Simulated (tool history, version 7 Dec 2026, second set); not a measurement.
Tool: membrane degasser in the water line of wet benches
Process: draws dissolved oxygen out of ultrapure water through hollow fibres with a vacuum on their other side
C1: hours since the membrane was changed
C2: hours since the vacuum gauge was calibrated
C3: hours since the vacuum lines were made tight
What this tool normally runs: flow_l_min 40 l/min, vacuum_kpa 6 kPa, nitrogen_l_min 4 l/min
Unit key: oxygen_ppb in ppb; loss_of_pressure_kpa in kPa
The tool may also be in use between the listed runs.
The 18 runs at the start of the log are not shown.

{"run": 19, "day": 146.217, "flow_l_min": 40, "vacuum_kpa": 7.72, "nitrogen_l_min": 8.66, "C1": 11481, "C2": 3509, "C3": 8820, "oxygen_ppb": 147.3, "loss_of_pressure_kpa": 47.28}
{"run": 20, "day": 153.138, "flow_l_min": 40, "vacuum_kpa": 7.72, "nitrogen_l_min": 8.66, "C1": 11647, "C2": 3675, "C3": 8986, "oxygen_ppb": 147.2, "loss_of_pressure_kpa": 47.07}
{"run": 21, "day": 163.771, "flow_l_min": 41, "vacuum_kpa": 6, "nitrogen_l_min": 1.73, "C1": 11902, "C2": 3930, "C3": 9241, "oxygen_ppb": 245.2, "loss_of_pressure_kpa": 48.68}
{"run": 22, "day": 172.188, "flow_l_min": 41, "vacuum_kpa": 6, "nitrogen_l_min": 1.73, "C1": 12104, "C2": 4132, "C3": 9443, "oxygen_ppb": 245.6, "loss_of_pressure_kpa": 48.42}
{"run": 23, "day": 179.438, "flow_l_min": 47, "vacuum_kpa": 10.56, "nitrogen_l_min": 3.7, "C1": 12278, "C2": 4307, "C3": 9617, "oxygen_ppb": 362.5, "loss_of_pressure_kpa": 55.69}
{"run": 24, "day": 188.379, "flow_l_min": 30, "vacuum_kpa": 6, "nitrogen_l_min": 2.7, "C1": 12493, "C2": 4521, "C3": 9832, "oxygen_ppb": 111.2, "loss_of_pressure_kpa": 35.44}
{"run": 25, "day": 198.738, "flow_l_min": 40, "vacuum_kpa": 4.78, "nitrogen_l_min": 7.53, "C1": 12741, "C2": 4770, "C3": 10080, "oxygen_ppb": 118.1, "loss_of_pressure_kpa": 47.36}
{"run": 26, "day": 205.742, "flow_l_min": 24, "vacuum_kpa": 4.78, "nitrogen_l_min": 6.65, "C1": 12909, "C2": 4938, "C3": 10248, "oxygen_ppb": 30.4, "loss_of_pressure_kpa": 28.72}
{"run": 27, "day": 215.1, "flow_l_min": 24, "vacuum_kpa": 4.78, "nitrogen_l_min": 6.65, "C1": 13134, "C2": 5162, "C3": 10473, "oxygen_ppb": 30.5, "loss_of_pressure_kpa": 28.28}
{"run": 28, "day": 222.629, "flow_l_min": 24, "vacuum_kpa": 8.22, "nitrogen_l_min": 4.14, "C1": 13315, "C2": 5343, "C3": 10654, "oxygen_ppb": 86.5, "loss_of_pressure_kpa": 28.47}
{"day": 225.8, "done": "seals of the vacuum lines changed"}
{"run": 29, "day": 231.112, "flow_l_min": 35, "vacuum_kpa": 6.97, "nitrogen_l_min": 2.77, "C1": 13516, "C2": 5545, "C3": 127, "oxygen_ppb": 171.9, "loss_of_pressure_kpa": 41.89}
{"run": 30, "day": 238.804, "flow_l_min": 40, "vacuum_kpa": 6, "nitrogen_l_min": 2.63, "C1": 13701, "C2": 5729, "C3": 312, "oxygen_ppb": 189.7, "loss_of_pressure_kpa": 47.22}
{"run": 31, "day": 247.367, "flow_l_min": 27, "vacuum_kpa": 6, "nitrogen_l_min": 1.86, "C1": 13906, "C2": 5935, "C3": 518, "oxygen_ppb": 120.1, "loss_of_pressure_kpa": 32.23}

Predict each of these 5 candidate next runs independently; none follows another, all start after run 31:
{"run": "A", "day": 252.408, "flow_l_min": 40, "vacuum_kpa": 6, "nitrogen_l_min": 3.99, "C1": 14027, "C2": 6056, "C3": 639, "oxygen_ppb": "?", "loss_of_pressure_kpa": "?"}
{"run": "B", "day": 252.408, "flow_l_min": 30, "vacuum_kpa": 3.79, "nitrogen_l_min": 2.03, "C1": 14027, "C2": 6056, "C3": 639, "oxygen_ppb": "?", "loss_of_pressure_kpa": "?"}
{"run": "C", "day": 252.408, "flow_l_min": 40, "vacuum_kpa": 7.05, "nitrogen_l_min": 7.75, "C1": 14027, "C2": 6056, "C3": 639, "oxygen_ppb": "?", "loss_of_pressure_kpa": "?"}
{"run": "D", "day": 252.408, "flow_l_min": 58, "vacuum_kpa": 6.97, "nitrogen_l_min": 4.26, "C1": 14027, "C2": 6056, "C3": 639, "oxygen_ppb": "?", "loss_of_pressure_kpa": "?"}
{"run": "E", "day": 252.408, "flow_l_min": 40, "vacuum_kpa": 11.97, "nitrogen_l_min": 1.81, "C1": 14027, "C2": 6056, "C3": 639, "oxygen_ppb": "?", "loss_of_pressure_kpa": "?"}

run=A oxygen_ppb=162.2 loss_of_pressure_kpa=47.63
run=B oxygen_ppb=60.1 loss_of_pressure_kpa=35.81
run=C oxygen_ppb=145.4 loss_of_pressure_kpa=47.28
run=D oxygen_ppb=367 loss_of_pressure_kpa=68.73
run=E oxygen_ppb=496.8 loss_of_pressure_kpa=47.67
Without the tool's hidden state the same runs would have given:
run=A oxygen_ppb=161.6 loss_of_pressure_kpa=46.55
run=B oxygen_ppb=59.7 loss_of_pressure_kpa=35.01
run=C oxygen_ppb=144.8 loss_of_pressure_kpa=46.22
run=D oxygen_ppb=365.8 loss_of_pressure_kpa=67.19
run=E oxygen_ppb=496.1 loss_of_pressure_kpa=46.6
